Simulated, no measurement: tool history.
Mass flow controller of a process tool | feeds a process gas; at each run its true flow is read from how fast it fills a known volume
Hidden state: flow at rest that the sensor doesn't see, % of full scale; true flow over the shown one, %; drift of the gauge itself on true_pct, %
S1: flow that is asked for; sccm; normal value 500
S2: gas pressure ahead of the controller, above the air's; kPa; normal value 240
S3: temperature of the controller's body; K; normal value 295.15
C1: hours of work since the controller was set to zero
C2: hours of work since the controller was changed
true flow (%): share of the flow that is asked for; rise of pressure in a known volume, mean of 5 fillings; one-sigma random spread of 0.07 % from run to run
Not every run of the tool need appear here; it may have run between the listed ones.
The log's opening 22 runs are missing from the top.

{"run": 23, "hour": 1773.2, "S1": 500, "S2": 219, "S3": 298.15, "C1": 2082, "C2": 2082, "true flow (%)": 98.64}
{"run": 24, "hour": 1850.2, "S1": 149, "S2": 219, "S3": 298.15, "C1": 2138, "C2": 2138, "true flow (%)": 98.62}
{"run": 25, "hour": 1951.6, "S1": 144, "S2": 210, "S3": 294.15, "C1": 2212, "C2": 2212, "true flow (%)": 98.29}
{"run": 26, "hour": 2050.9, "S1": 935, "S2": 179, "S3": 298.15, "C1": 2285, "C2": 2285, "true flow (%)": 98.95}
{"run": 27, "hour": 2125.7, "S1": 188, "S2": 182, "S3": 301.15, "C1": 2339, "C2": 2339, "true flow (%)": 98.62}
{"run": 28, "hour": 2205.5, "S1": 500, "S2": 243, "S3": 302.15, "C1": 2397, "C2": 2397, "true flow (%)": 98.84}
{"run": 29, "hour": 2260.1, "S1": 500, "S2": 142, "S3": 302.15, "C1": 2437, "C2": 2437, "true flow (%)": 98.71}
{"run": 30, "hour": 2341.4, "S1": 286, "S2": 198, "S3": 308.15, "C1": 2497, "C2": 2497, "true flow (%)": 99.2}
{"run": 31, "hour": 2436.8, "S1": 139, "S2": 167, "S3": 300.15, "C1": 2566, "C2": 2566, "true flow (%)": 98.84}
{"run": 32, "hour": 2507.8, "S1": 480, "S2": 169, "S3": 309.15, "C1": 2618, "C2": 2618, "true flow (%)": 99.31}
{"run": 33, "hour": 2585.5, "S1": 201, "S2": 219, "S3": 303.15, "C1": 2675, "C2": 2675, "true flow (%)": 98.77}
{"run": 34, "hour": 2666.8, "S1": 164, "S2": 229, "S3": 303.15, "C1": 2734, "C2": 2734, "true flow (%)": 99.02}
{"run": 35, "hour": 2758.2, "S1": 164, "S2": 229, "S3": 303.15, "C1": 2801, "C2": 2801, "true flow (%)": 98.95}
{"run": 36, "hour": 2866.5, "S1": 164, "S2": 229, "S3": 303.15, "C1": 2880, "C2": 2880, "true flow (%)": 99.06}
{"run": 37, "hour": 2981.5, "S1": 164, "S2": 229, "S3": 303.15, "C1": 2964, "C2": 2964, "true flow (%)": 99.06}
{"run": 38, "hour": 3064.0, "S1": 164, "S2": 229, "S3": 303.15, "C1": 3024, "C2": 3024, "true flow (%)": 98.97}
{"run": 39, "hour": 3163.2, "S1": 500, "S2": 153, "S3": 295.15, "C1": 3096, "C2": 3096, "true flow (%)": 97.87}
{"run": 40, "hour": 3265.8, "S1": 500, "S2": 153, "S3": 295.15, "C1": 3171, "C2": 3171, "true flow (%)": 97.82}
{"run": 41, "hour": 3378.9, "S1": 549, "S2": 269, "S3": 299.15, "C1": 3253, "C2": 3253, "true flow (%)": 98.43}

What if the next run were any one of these 5? Each begins from the tool's condition after run 41:
{"run": "A", "hour": 3460.6, "S1": 595, "S2": 240, "S3": 295.15, "C1": 3313, "C2": 3313, "true flow (%)": "?"}
{"run": "B", "hour": 3460.6, "S1": 500, "S2": 240, "S3": 293.15, "C1": 3313, "C2": 3313, "true flow (%)": "?"}
{"run": "C", "hour": 3460.6, "S1": 189, "S2": 240, "S3": 295.15, "C1": 3313, "C2": 3313, "true flow (%)": "?"}
{"run": "D", "hour": 3460.6, "S1": 549, "S2": 269, "S3": 306.15, "C1": 3313, "C2": 3313, "true flow (%)": "?"}
{"run": "E", "hour": 3460.6, "S1": 173, "S2": 144, "S3": 299.15, "C1": 3313, "C2": 3313, "true flow (%)": "?"}

run=A true_flow_(%)=97.97
run=B true_flow_(%)=97.7
run=C true_flow_(%)=98.17
run=D true_flow_(%)=99.04
run=E true_flow_(%)=98.45
What these runs would have given with no unlogged condition in the tool:
run=A true_flow_(%)=99.02
run=B true_flow_(%)=98.68
run=C true_flow_(%)=98.36
run=D true_flow_(%)=100.05
run=E true_flow_(%)=98.52
